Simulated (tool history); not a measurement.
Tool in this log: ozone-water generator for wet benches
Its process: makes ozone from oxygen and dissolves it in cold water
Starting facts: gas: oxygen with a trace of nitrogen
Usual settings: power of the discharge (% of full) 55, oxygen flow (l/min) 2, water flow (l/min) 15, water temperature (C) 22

| run | day | power of the discharge (% of full) | oxygen flow (l/min) | water flow (l/min) | water temperature (C) | dissolved ozone (ppm) | ozone in the gas ahead of the water (g/m3) |
|---|---|---|---|---|---|---|---|
| 1 | 0 | 55 | 2 | 15 | 22 | 11 | 148.8 |
| 2 | 2.55 | 55 | 1.82 | 15 | 22 | 10.5 | 157.7 |
| 3 | 5.262 | 55 | 1.82 | 15 | 22 | 10.4 | 155.3 |
| 4 | 7.692 | 55 | 1.82 | 15 | 22 | 10.4 | 154.8 |
| 5 | 11.179 | 55 | 2 | 19 | 22 | 8.5 | 149.8 |
| 6 | 13.233 | 55 | 2 | 19 | 22 | 8.5 | 149.4 |
| 7 | 15.904 | 55 | 2 | 12 | 22 | 13 | 148.4 |
| 8 | 18.179 | 55 | 2 | 15 | 22 | 10.8 | 149.2 |
| 9 | 20.233 | 55 | 2 | 15 | 22 | 10.6 | 149.1 |
| 10 | 22.083 | 55 | 2 | 15 | 22 | 10.6 | 149.1 |
| 11 | 25.1 | 55 | 2 | 15 | 22 | 10.7 | 149.5 |
| 12 | 26.946 | 55 | 2 | 15 | 22 | 10.5 | 147.3 |
| 13 | 30.246 | 55 | 2 | 15 | 22 | 10.6 | 147.5 |
| 14 | 32.842 | 55 | 3.51 | 15 | 22 | 11.5 | 114.6 |
| 15 | 35.917 | 47 | 3.51 | 15 | 22 | 10.5 | 102.5 |
| 16 | 39.396 | 47 | 2.31 | 15 | 22 | 10.1 | 125.9 |
| 17 | 42.712 | 80 | 2.31 | 12 | 27 | 16 | 176.6 |
| 18 | 46.983 | 46 | 2.31 | 19 | 27 | 7.3 | 123.5 |
| 19 | 50.229 | 55 | 2 | 17 | 21 | 9.6 | 147.5 |
| 20 | 54.3 | 44 | 1.02 | 19 | 21 | 5.9 | 175 |
| 21 | 57.496 | 92 | 2.76 | 15 | 22 | 15.7 | 175 |
| 22 | 59.883 | 79 | 1.42 | 15 | 22 | 12.1 | 219 |
| 23 | 62.862 | 46 | 1.25 | 23 | 28 | 4.8 | 161.7 |
| 24 | 65.708 | 60 | 1.79 | 14 | 21 | 11.6 | 162.8 |
| 25 | 68.883 | 60 | 1.79 | 14 | 21 | 11.7 | 163.6 |
| 26 | 73.071 | 60 | 1.79 | 14 | 21 | 11.7 | 163.8 |
| 27 | 77.146 | 64 | 2 | 15 | 15 | 12.4 | 161.8 |
| 28 | 79.075 | 73 | 1.6 | 21 | 18 | 8.6 | 194.3 |
| 29 | 83.229 | 73 | 3.14 | 21 | 20 | 10.3 | 141.3 |
| 30 | 85.358 | 55 | 1.34 | 15 | 19 | 9.6 | 176.6 |

Run 31 comes next. What will it give?
| 31 | 89.342 | 89 | 1.81 | 12 | 16 | ? | ? |

Run 31 produced dissolved ozone (ppm) 18.1, ozone in the gas ahead of the water (g/m3) 206.3.
The same run, on a tool lacking any hidden state, would have yielded dissolved ozone (ppm) 19.4, ozone in the gas ahead of the water (g/m3) 215.
